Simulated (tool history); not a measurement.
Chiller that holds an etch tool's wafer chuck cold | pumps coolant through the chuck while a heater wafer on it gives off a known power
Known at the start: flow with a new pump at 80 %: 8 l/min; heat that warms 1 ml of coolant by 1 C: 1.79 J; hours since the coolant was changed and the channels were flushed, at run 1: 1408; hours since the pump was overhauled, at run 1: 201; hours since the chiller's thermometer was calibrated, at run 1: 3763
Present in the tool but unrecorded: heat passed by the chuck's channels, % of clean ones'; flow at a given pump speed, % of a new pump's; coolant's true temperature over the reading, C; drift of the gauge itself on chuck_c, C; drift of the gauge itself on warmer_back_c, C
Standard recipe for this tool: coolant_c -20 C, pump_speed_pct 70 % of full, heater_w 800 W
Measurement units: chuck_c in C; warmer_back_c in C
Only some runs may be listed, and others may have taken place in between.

run	hour	coolant_c	pump_speed_pct	heater_w	hours since the coolant was changed and the channels were flushed	hours since the pump was overhauled	hours since the chiller's thermometer was calibrated	chuck_c	warmer_back_c
1	0.0	-20	70	800	1408	201	3763	-12.7	3.91
2	82.0	-20	70	800	1490	283	3845	-12.8	3.95
3	230.5	-20	70	800	1639	431	3993	-12.5	3.92
4	333.2	-20	70	800	1742	534	4096	-12.7	3.91
5	445.0	-20	70	800	1853	646	4208	-12.6	3.91
6	542.2	-20	70	800	1951	743	4305	-12.6	4.02
7	617.4	-20	70	800	2026	818	4380	-12.5	3.89
8	701.2	-20	70	800	2110	902	4464	-12.6	3.91
9	823.0	-20	70	800	2231	1024	4586	-12.6	3.99
# hour 830.6: chiller's thermometer calibrated
10	964.8	-20	70	800	2372	1164	134	-12.6	4.02
11	1100.1	-11	70	800	2507	1300	269	-3.5	3.99
12	1191.5	-12	70	800	2599	1391	361	-4.6	3.96
# hour 1273.6: chiller's thermometer calibrated, once more
13	1333.2	-12	70	800	2740	1532	60	-4.3	4.01
14	1403.2	-12	70	800	2810	1602	130	-4.2	3.95
15	1532.4	-12	70	800	2939	1731	259	-4.3	3.97
16	1629.1	-12	70	800	3035	1828	355	-4.3	3.96
17	1723.6	-25	70	800	3130	1922	450	-17.3	3.98
18	1820.3	-25	70	800	3227	2019	547	-17.2	4.03
19	1916.2	-14	70	1187	3323	2115	643	-2.4	5.87
20	2018.5	-14	70	1187	3425	2217	745	-2.3	5.92
21	2124.5	-14	70	1187	3531	2323	851	-2.3	5.94
22	2226.2	-20	75	605	3632	2425	953	-14.4	2.87
23	2369.2	-21	73	1111	3775	2568	1096	-10.4	5.31
24	2436.8	-16	81	879	3843	2635	1163	-8.4	3.76
25	2524.1	-16	98	432	3930	2723	1251	-13.0	1.53
26	2641.7	-15	73	425	4048	2840	1368	-11.1	2.00
27	2736.7	-20	70	1187	4143	2935	1463	-8.4	6.00
28	2809.8	-16	81	1187	4216	3008	1536	-5.7	5.11
29	2934.4	-27	84	444	4341	3133	1661	-23.3	1.85
30	3029.6	-27	62	780	4436	3228	1756	-18.1	4.52
31	3139.6	-27	62	780	4546	3338	1866	-18.2	4.54

Predict each of these 3 candidate next runs independently; none follows another, all start after run 31:
A	3263.5	-18	65	800	4670	3462	1990	?	?
B	3263.5	-13	70	800	4670	3462	1990	?	?
C	3263.5	-27	62	552	4670	3462	1990	?	?

run	chuck_c	warmer_back_c
A	-9.4	4.39
B	-4.9	4.06
C	-20.7	3.16
Take away the tool's hidden state, keep each run's random variation, and the runs would have read:
run	chuck_c	warmer_back_c
A	-10.0	4.22
B	-5.5	3.90
C	-21.1	3.03

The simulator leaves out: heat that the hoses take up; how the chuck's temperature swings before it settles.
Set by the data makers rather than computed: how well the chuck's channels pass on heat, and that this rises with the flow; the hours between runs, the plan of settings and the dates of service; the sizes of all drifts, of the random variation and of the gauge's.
